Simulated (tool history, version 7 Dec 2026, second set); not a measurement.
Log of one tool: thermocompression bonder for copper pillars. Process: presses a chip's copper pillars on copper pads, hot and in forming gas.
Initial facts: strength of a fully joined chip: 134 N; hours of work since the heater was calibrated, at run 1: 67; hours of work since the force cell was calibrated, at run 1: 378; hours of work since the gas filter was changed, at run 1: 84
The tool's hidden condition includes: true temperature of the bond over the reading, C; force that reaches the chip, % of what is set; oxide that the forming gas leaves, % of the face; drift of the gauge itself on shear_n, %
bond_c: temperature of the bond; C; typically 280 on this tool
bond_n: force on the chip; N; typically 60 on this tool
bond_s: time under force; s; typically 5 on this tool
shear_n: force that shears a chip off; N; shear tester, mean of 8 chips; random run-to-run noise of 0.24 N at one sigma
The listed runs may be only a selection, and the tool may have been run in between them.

| run | hour | bond_c | bond_n | bond_s | hours of work since the heater was calibrated | hours of work since the force cell was calibrated | hours of work since the gas filter was changed | shear_n |
|---|---|---|---|---|---|---|---|---|
| 1 | 0.0 | 280 | 60 | 5 | 67 | 378 | 84 | 53.8 |
| 2 | 7.0 | 280 | 60 | 5 | 70 | 381 | 87 | 54.1 |
| 3 | 13.9 | 280 | 60 | 5 | 73 | 383 | 90 | 53.8 |
| 4 | 20.1 | 280 | 61 | 5 | 76 | 386 | 92 | 54.5 |
| 5 | 28.7 | 289 | 60 | 5 | 79 | 389 | 96 | 58.0 |
| 6 | 37.9 | 280 | 42 | 5 | 83 | 393 | 100 | 38.4 |
| 7 | 43.8 | 280 | 42 | 5 | 85 | 396 | 102 | 37.9 |
| 8 | 49.5 | 280 | 60 | 9 | 88 | 398 | 104 | 66.9 |
| 9 | 55.0 | 280 | 60 | 5 | 90 | 400 | 106 | 53.4 |
| 10 | 65.2 | 280 | 60 | 5 | 94 | 404 | 111 | 54.1 |
| 11 | 74.1 | 280 | 60 | 5 | 98 | 408 | 114 | 53.3 |
| 12 | 83.2 | 280 | 60 | 5 | 101 | 412 | 118 | 53.8 |
| 13 | 88.1 | 280 | 60 | 5 | 103 | 414 | 120 | 53.7 |
| 14 | 96.1 | 280 | 60 | 4 | 107 | 417 | 123 | 49.3 |
| 15 | 105.7 | 261 | 79 | 3 | 110 | 421 | 127 | 47.2 |
| 16 | 110.5 | 279 | 36 | 6 | 112 | 423 | 129 | 34.6 |
| 17 | 118.0 | 261 | 74 | 6 | 116 | 426 | 132 | 57.6 |
| 18 | 123.6 | 295 | 45 | 10 | 118 | 428 | 134 | 60.7 |
| 19 | 132.2 | 295 | 45 | 10 | 121 | 432 | 138 | 61.2 |
| 20 | 141.6 | 272 | 82 | 10 | 125 | 435 | 142 | 82.3 |
| 21 | 147.5 | 280 | 85 | 5 | 127 | 438 | 144 | 72.4 |
| 22 | 157.6 | 280 | 44 | 10 | 132 | 442 | 148 | 52.5 |
| 23 | 162.4 | 265 | 60 | 13 | 134 | 444 | 150 | 66.3 |
| 24 | 168.1 | 280 | 44 | 13 | 136 | 446 | 153 | 57.6 |
| 25 | 173.7 | 280 | 36 | 7 | 138 | 448 | 155 | 37.4 |

Below are 4 alternative next runs, each starting from the tool's condition after run 25. Predict each:
| A | 182.2 | 280 | 38 | 12 | 142 | 452 | 158 | ? |
| B | 182.2 | 287 | 59 | 3 | 142 | 452 | 158 | ? |
| C | 182.2 | 308 | 53 | 13 | 142 | 452 | 158 | ? |
| D | 182.2 | 280 | 63 | 5 | 142 | 452 | 158 | ? |

| run | shear_n |
|---|---|
| A | 49.3 |
| B | 45.7 |
| C | 82.7 |
| D | 56.0 |
Take away the tool's hidden state, keep each run's random variation, and the runs would have read:
| run | shear_n |
|---|---|
| A | 48.8 |
| B | 45.2 |
| C | 82.6 |
| D | 55.5 |
